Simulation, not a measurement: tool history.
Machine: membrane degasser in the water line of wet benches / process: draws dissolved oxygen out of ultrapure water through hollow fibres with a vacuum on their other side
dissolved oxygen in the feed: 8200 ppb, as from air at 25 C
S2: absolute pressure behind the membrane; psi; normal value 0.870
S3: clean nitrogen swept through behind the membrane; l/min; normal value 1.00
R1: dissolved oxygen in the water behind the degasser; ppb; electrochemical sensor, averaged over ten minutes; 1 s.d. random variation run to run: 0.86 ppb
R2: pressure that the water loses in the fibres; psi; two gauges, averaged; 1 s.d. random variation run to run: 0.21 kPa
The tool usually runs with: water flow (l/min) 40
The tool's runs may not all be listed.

{"run": 1, "hour": 0.0, "water flow (l/min)": 40, "S2": 0.87, "S3": 1.0, "R1": 223.6, "R2": 7.091}
{"run": 2, "hour": 79.7, "water flow (l/min)": 40, "S2": 0.87, "S3": 1.0, "R1": 224.7, "R2": 7.079}
{"run": 3, "hour": 151.9, "water flow (l/min)": 40, "S2": 0.87, "S3": 1.17, "R1": 198.2, "R2": 7.084}
{"run": 4, "hour": 240.9, "water flow (l/min)": 40, "S2": 0.87, "S3": 1.17, "R1": 198.7, "R2": 7.153}
{"run": 5, "hour": 349.6, "water flow (l/min)": 40, "S2": 0.87, "S3": 1.0, "R1": 225.3, "R2": 7.149}
{"run": 6, "hour": 453.9, "water flow (l/min)": 40, "S2": 0.87, "S3": 1.0, "R1": 224.4, "R2": 7.165}
{"run": 7, "hour": 527.3, "water flow (l/min)": 40, "S2": 0.87, "S3": 1.0, "R1": 223.7, "R2": 7.161}
{"run": 8, "hour": 585.2, "water flow (l/min)": 40, "S2": 0.87, "S3": 1.0, "R1": 224.1, "R2": 7.136}
{"run": 9, "hour": 671.3, "water flow (l/min)": 40, "S2": 0.592, "S3": 1.0, "R1": 75.6, "R2": 7.124}
{"run": 10, "hour": 764.3, "water flow (l/min)": 40, "S2": 0.592, "S3": 1.0, "R1": 75.6, "R2": 7.166}
{"run": 11, "hour": 829.5, "water flow (l/min)": 40, "S2": 0.592, "S3": 1.0, "R1": 75.7, "R2": 7.095}
{"run": 12, "hour": 899.2, "water flow (l/min)": 40, "S2": 0.592, "S3": 1.02, "R1": 75.2, "R2": 7.194}
{"run": 13, "hour": 947.8, "water flow (l/min)": 40, "S2": 0.87, "S3": 0.82, "R1": 260.8, "R2": 7.188}
{"run": 14, "hour": 1014.1, "water flow (l/min)": 40, "S2": 0.87, "S3": 1.0, "R1": 226.8, "R2": 7.198}
{"run": 15, "hour": 1078.0, "water flow (l/min)": 40, "S2": 0.87, "S3": 1.0, "R1": 225.6, "R2": 7.097}
{"run": 16, "hour": 1175.3, "water flow (l/min)": 40, "S2": 0.87, "S3": 1.0, "R1": 225.8, "R2": 7.176}
{"run": 17, "hour": 1257.7, "water flow (l/min)": 40, "S2": 1.297, "S3": 1.0, "R1": 448.3, "R2": 7.205}
{"run": 18, "hour": 1326.3, "water flow (l/min)": 29, "S2": 0.87, "S3": 1.0, "R1": 173.5, "R2": 5.187}
{"run": 19, "hour": 1426.0, "water flow (l/min)": 29, "S2": 0.87, "S3": 1.0, "R1": 173.8, "R2": 5.205}
{"run": 20, "hour": 1504.2, "water flow (l/min)": 40, "S2": 0.963, "S3": 1.0, "R1": 273.5, "R2": 7.168}
{"run": 21, "hour": 1558.5, "water flow (l/min)": 40, "S2": 0.963, "S3": 2.6, "R1": 125.8, "R2": 7.153}
{"hour": 1564.6, "done": "vacuum gauge calibrated"}
{"hour": 1591.7, "done": "seals of the vacuum lines changed"}
{"run": 22, "hour": 1621.4, "water flow (l/min)": 29, "S2": 1.372, "S3": 0.79, "R1": 456.1, "R2": 5.201}
{"run": 23, "hour": 1728.3, "water flow (l/min)": 29, "S2": 0.87, "S3": 1.0, "R1": 172.6, "R2": 5.265}
{"run": 24, "hour": 1794.0, "water flow (l/min)": 45, "S2": 0.87, "S3": 0.72, "R1": 323.1, "R2": 8.073}
{"hour": 1849.6, "done": "vacuum gauge calibrated, once more"}
{"run": 25, "hour": 1869.3, "water flow (l/min)": 45, "S2": 0.924, "S3": 0.66, "R1": 375.4, "R2": 8.157}
{"run": 26, "hour": 1962.6, "water flow (l/min)": 45, "S2": 0.924, "S3": 0.66, "R1": 370.8, "R2": 8.144}
{"run": 27, "hour": 2053.8, "water flow (l/min)": 45, "S2": 1.053, "S3": 2.24, "R1": 185.5, "R2": 8.092}
{"run": 28, "hour": 2143.1, "water flow (l/min)": 33, "S2": 1.053, "S3": 2.03, "R1": 151.0, "R2": 5.922}
{"run": 29, "hour": 2208.2, "water flow (l/min)": 33, "S2": 1.053, "S3": 2.03, "R1": 151.4, "R2": 5.955}
{"run": 30, "hour": 2272.6, "water flow (l/min)": 49, "S2": 0.55, "S3": 0.9, "R1": 73.3, "R2": 8.847}
{"run": 31, "hour": 2335.5, "water flow (l/min)": 49, "S2": 0.55, "S3": 0.9, "R1": 73.1, "R2": 8.872}

What if the next run were any one of these 3? Each begins from the tool's condition after run 31:
{"run": "A", "hour": 2436.3, "water flow (l/min)": 30, "S2": 0.87, "S3": 0.83, "R1": "?", "R2": "?"}
{"run": "B", "hour": 2436.3, "water flow (l/min)": 49, "S2": 0.55, "S3": 0.52, "R1": "?", "R2": "?"}
{"run": "C", "hour": 2436.3, "water flow (l/min)": 57, "S2": 0.55, "S3": 2.01, "R1": "?", "R2": "?"}

run=A R1=206.6 R2=5.365
run=B R1=102.3 R2=8.868
run=C R1=55.2 R2=10.259
Without the tool's hidden state the same runs would have given:
run=A R1=203.7 R2=5.218
run=B R1=95.2 R2=8.627
run=C R1=50.3 R2=9.980
